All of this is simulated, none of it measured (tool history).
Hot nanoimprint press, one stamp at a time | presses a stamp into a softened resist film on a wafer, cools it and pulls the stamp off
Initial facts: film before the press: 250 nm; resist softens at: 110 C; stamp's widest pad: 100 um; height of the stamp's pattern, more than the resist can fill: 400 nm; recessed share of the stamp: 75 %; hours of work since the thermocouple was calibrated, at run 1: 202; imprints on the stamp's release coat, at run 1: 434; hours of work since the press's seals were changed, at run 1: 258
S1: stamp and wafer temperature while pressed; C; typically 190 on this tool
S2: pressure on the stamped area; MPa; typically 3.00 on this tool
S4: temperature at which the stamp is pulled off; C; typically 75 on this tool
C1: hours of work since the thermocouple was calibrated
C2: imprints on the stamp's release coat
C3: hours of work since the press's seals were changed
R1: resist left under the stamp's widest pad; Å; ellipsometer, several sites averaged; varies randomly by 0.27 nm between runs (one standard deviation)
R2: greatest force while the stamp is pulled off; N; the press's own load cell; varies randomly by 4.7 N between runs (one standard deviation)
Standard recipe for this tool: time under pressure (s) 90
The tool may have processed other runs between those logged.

run 1 hour=0.0 | S1=190 S2=3.00 time_under_pressure_(s)=90 S4=75 | C1=202 C2=434 C3=258 | R1=1003 R2=276
run 2 hour=10.0 | S1=190 S2=3.00 time_under_pressure_(s)=90 S4=74 | C1=209 C2=464 C3=266 | R1=1000 R2=269
run 3 hour=20.8 | S1=190 S2=3.00 time_under_pressure_(s)=90 S4=74 | C1=216 C2=496 C3=273 | R1=997 R2=282
run 4 hour=34.8 | S1=190 S2=3.00 time_under_pressure_(s)=90 S4=74 | C1=226 C2=538 C3=283 | R1=992 R2=283
run 5 hour=46.9 | S1=190 S2=3.00 time_under_pressure_(s)=90 S4=74 | C1=235 C2=574 C3=292 | R1=990 R2=283
run 6 hour=63.8 | S1=184 S2=3.00 time_under_pressure_(s)=90 S4=74 | C1=247 C2=625 C3=304 | R1=1248 R2=297
run 7 hour=87.7 | S1=190 S2=3.00 time_under_pressure_(s)=90 S4=75 | C1=264 C2=697 C3=321 | R1=995 R2=285
run 8 hour=107.6 | S1=190 S2=3.00 time_under_pressure_(s)=90 S4=75 | C1=278 C2=757 C3=335 | R1=991 R2=295
run 9 hour=130.1 | S1=199 S2=3.00 time_under_pressure_(s)=90 S4=75 | C1=294 C2=825 C3=351 | R1=709 R2=305
run 10 hour=151.0 | S1=190 S2=3.22 time_under_pressure_(s)=90 S4=75 | C1=309 C2=887 C3=366 | R1=952 R2=303
-- hour=159.7 stamp cleaned and given a new release coat
run 11 hour=180.0 | S1=190 S2=3.00 time_under_pressure_(s)=90 S4=61 | C1=326 C2=61 C3=382 | R1=985 R2=308
run 12 hour=191.5 | S1=190 S2=3.00 time_under_pressure_(s)=90 S4=61 | C1=334 C2=95 C3=391 | R1=984 R2=322
-- hour=204.1 plate thermocouple calibrated
run 13 hour=214.7 | S1=190 S2=3.00 time_under_pressure_(s)=90 S4=61 | C1=8 C2=156 C3=405 | R1=1023 R2=330
run 14 hour=237.2 | S1=190 S2=3.00 time_under_pressure_(s)=90 S4=61 | C1=24 C2=224 C3=421 | R1=1020 R2=335
run 15 hour=256.5 | S1=201 S2=3.00 time_under_pressure_(s)=90 S4=75 | C1=37 C2=282 C3=435 | R1=680 R2=250
run 16 hour=271.7 | S1=201 S2=3.00 time_under_pressure_(s)=99 S4=81 | C1=48 C2=327 C3=446 | R1=653 R2=222

Run 17 comes next. What will it give?
run 17 hour=284.6 | S1=201 S2=3.00 time_under_pressure_(s)=99 S4=81 | C1=57 C2=366 C3=455 | R1=? R2=?

Run 17 produced R1 654 Å, R2 225 N.
Had the tool carried no hidden state, the very same run would have given R1 654 Å, R2 196 N.

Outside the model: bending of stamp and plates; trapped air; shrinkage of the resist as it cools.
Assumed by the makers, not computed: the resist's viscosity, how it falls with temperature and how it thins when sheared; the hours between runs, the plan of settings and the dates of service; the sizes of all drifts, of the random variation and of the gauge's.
